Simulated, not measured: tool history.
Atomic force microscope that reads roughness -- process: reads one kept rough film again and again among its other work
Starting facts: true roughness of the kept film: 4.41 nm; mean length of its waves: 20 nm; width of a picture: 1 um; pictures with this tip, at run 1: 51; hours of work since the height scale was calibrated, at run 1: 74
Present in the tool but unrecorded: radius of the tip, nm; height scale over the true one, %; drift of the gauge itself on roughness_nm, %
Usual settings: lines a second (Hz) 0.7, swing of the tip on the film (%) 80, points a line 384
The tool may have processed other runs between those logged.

run	hour	lines a second (Hz)	swing of the tip on the film (%)	points a line	pictures with this tip	hours of work since the height scale was calibrated	roughness of the kept film (nm (root mean square))
1	0	0.7	80	384	51	74	2.8
2	22.2	0.955	80	384	71	87	2.533
3	40.5	0.955	80	384	88	98	2.35
4	55.9	0.955	80	384	102	107	2.236
# hour 75.9: new tip fitted
5	78	0.7	80	384	2	119	3.459
6	104.9	0.7	80	384	27	135	3.024
7	123.4	0.7	80	384	44	146	2.79
8	144.5	0.7	64	384	63	158	2.621
9	161.8	0.7	64	384	79	168	2.484
10	190.6	0.7	64	384	106	185	2.23
# hour 208.8: new tip fitted
11	220.3	0.7	80	384	10	202	3.288
12	233.7	0.7	80	384	23	210	3.05
13	248.5	0.7	80	861	36	219	2.913
14	274.1	0.7	80	861	60	234	2.629
15	302.4	0.928	80	384	86	250	2.331
16	333.8	0.928	80	384	115	269	2.099
# hour 340.5: new tip fitted
17	349.7	0.7	90	384	9	278	3.233
18	364.1	0.7	90	384	22	286	3.008
19	394.3	0.7	90	384	50	304	2.653
20	418.7	0.7	90	384	72	318	2.439
21	447.1	0.7	90	384	98	335	2.191
# hour 473: new tip fitted
22	476.5	0.7	90	384	3	351	3.378
23	492.3	0.7	90	384	17	361	3.117
24	509.5	1.007	62	496	33	371	3.032
25	535.1	1.007	62	496	57	386	2.68
26	563.8	1.31	69	340	83	402	2.348
27	590.7	1.31	69	340	108	418	2.154
# hour 605.2: new tip fitted
28	607.8	1.31	69	340	3	428	3.346
29	638.8	3.759	62	817	31	446	2.905
30	669.8	1.164	56	729	60	464	2.64
31	690.6	0.7	83	384	79	476	2.397
32	718.1	0.7	83	384	104	492	2.167
# hour 737.7: new tip fitted
33	749	1.177	68	381	10	510	3.268
34	772	1.177	61	381	31	524	2.948
35	795.2	1.177	61	381	53	537	2.694
36	825.1	3.145	80	384	80	555	2.214
37	852.4	0.797	80	334	105	571	2.209
# hour 870.1: new tip fitted
38	879.8	0.7	80	698	9	587	3.41
39	894.9	0.7	80	495	23	595	3.111
40	912.6	0.7	67	384	39	606	2.922
41	937	0.7	64	590	61	620	2.649
42	957.8	0.7	64	590	80	632	2.486
43	988.6	3.844	64	546	109	650	2.113

What if the next run were any one of these 4? Each begins from the tool's condition after run 43:
# hour 1002.5: new tip fitted
A	1019.9	1.167	71	870	16	668	?
# hour 1002.5: new tip fitted
B	1019.9	2.411	76	311	16	668	?
# hour 1002.5: new tip fitted
C	1019.9	0.759	77	359	16	668	?
# hour 1002.5: new tip fitted
D	1019.9	1.909	83	327	16	668	?

run	roughness of the kept film (nm (root mean square))
A	3.238
B	3.043
C	3.201
D	2.983
Stripped of hidden state, with their random variation kept, the same runs would have yielded:
run	roughness of the kept film (nm (root mean square))
A	3.512
B	3.3
C	3.471
D	3.236
